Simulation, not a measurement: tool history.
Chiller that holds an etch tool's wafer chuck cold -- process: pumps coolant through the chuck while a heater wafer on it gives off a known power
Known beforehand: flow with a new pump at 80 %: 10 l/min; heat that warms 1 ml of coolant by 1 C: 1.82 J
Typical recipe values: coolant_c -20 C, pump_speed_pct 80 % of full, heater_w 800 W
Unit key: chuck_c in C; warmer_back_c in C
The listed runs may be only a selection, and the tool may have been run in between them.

run 1 hour=0 | coolant_c=-20 pump_speed_pct=80 heater_w=800 | chuck_c=-14.81 warmer_back_c=2.63
run 2 hour=27.3 | coolant_c=-20 pump_speed_pct=80 heater_w=800 | chuck_c=-14.82 warmer_back_c=2.65
run 3 hour=62 | coolant_c=-20 pump_speed_pct=80 heater_w=800 | chuck_c=-14.79 warmer_back_c=2.61
run 4 hour=93.4 | coolant_c=-20 pump_speed_pct=80 heater_w=800 | chuck_c=-14.82 warmer_back_c=2.64
run 5 hour=142.9 | coolant_c=-19 pump_speed_pct=80 heater_w=800 | chuck_c=-13.81 warmer_back_c=2.64
run 6 hour=191.2 | coolant_c=-20 pump_speed_pct=80 heater_w=800 | chuck_c=-14.82 warmer_back_c=2.65
run 7 hour=212.3 | coolant_c=-20 pump_speed_pct=80 heater_w=800 | chuck_c=-14.81 warmer_back_c=2.64
run 8 hour=261.2 | coolant_c=-20 pump_speed_pct=80 heater_w=800 | chuck_c=-14.81 warmer_back_c=2.66
run 9 hour=291.9 | coolant_c=-20 pump_speed_pct=80 heater_w=800 | chuck_c=-14.82 warmer_back_c=2.64
run 10 hour=342.9 | coolant_c=-23 pump_speed_pct=80 heater_w=1134 | chuck_c=-15.7 warmer_back_c=3.78
run 11 hour=372.5 | coolant_c=-23 pump_speed_pct=80 heater_w=1134 | chuck_c=-15.64 warmer_back_c=3.76
run 12 hour=410.5 | coolant_c=-22 pump_speed_pct=74 heater_w=800 | chuck_c=-16.51 warmer_back_c=2.91
run 13 hour=431.4 | coolant_c=-30 pump_speed_pct=80 heater_w=893 | chuck_c=-24.17 warmer_back_c=3
run 14 hour=467 | coolant_c=-30 pump_speed_pct=80 heater_w=893 | chuck_c=-24.23 warmer_back_c=2.99
run 15 hour=489 | coolant_c=-24 pump_speed_pct=80 heater_w=422 | chuck_c=-21.27 warmer_back_c=1.42
run 16 hour=515.1 | coolant_c=-24 pump_speed_pct=80 heater_w=422 | chuck_c=-21.25 warmer_back_c=1.44
run 17 hour=544.3 | coolant_c=-24 pump_speed_pct=80 heater_w=422 | chuck_c=-21.27 warmer_back_c=1.44

Branching from run 17: 5 alternative next runs. What would each branch give?
run A hour=579 | coolant_c=-27 pump_speed_pct=68 heater_w=764 | chuck_c=? warmer_back_c=?
run B hour=579 | coolant_c=-24 pump_speed_pct=60 heater_w=856 | chuck_c=? warmer_back_c=?
run C hour=579 | coolant_c=-30 pump_speed_pct=64 heater_w=590 | chuck_c=? warmer_back_c=?
run D hour=579 | coolant_c=-20 pump_speed_pct=80 heater_w=489 | chuck_c=? warmer_back_c=?
run E hour=579 | coolant_c=-11 pump_speed_pct=71 heater_w=643 | chuck_c=? warmer_back_c=?

run=A chuck_c=-21.32 warmer_back_c=3.04
run=B chuck_c=-16.9 warmer_back_c=3.83
run=C chuck_c=-25.39 warmer_back_c=2.5
run=D chuck_c=-16.81 warmer_back_c=1.66
run=E chuck_c=-6.4 warmer_back_c=2.43
Stripped of hidden state, with their random variation kept, the same runs would have yielded:
run=A chuck_c=-21.31 warmer_back_c=2.99
run=B chuck_c=-16.89 warmer_back_c=3.78
run=C chuck_c=-25.38 warmer_back_c=2.45
run=D chuck_c=-16.81 warmer_back_c=1.61
run=E chuck_c=-6.4 warmer_back_c=2.38

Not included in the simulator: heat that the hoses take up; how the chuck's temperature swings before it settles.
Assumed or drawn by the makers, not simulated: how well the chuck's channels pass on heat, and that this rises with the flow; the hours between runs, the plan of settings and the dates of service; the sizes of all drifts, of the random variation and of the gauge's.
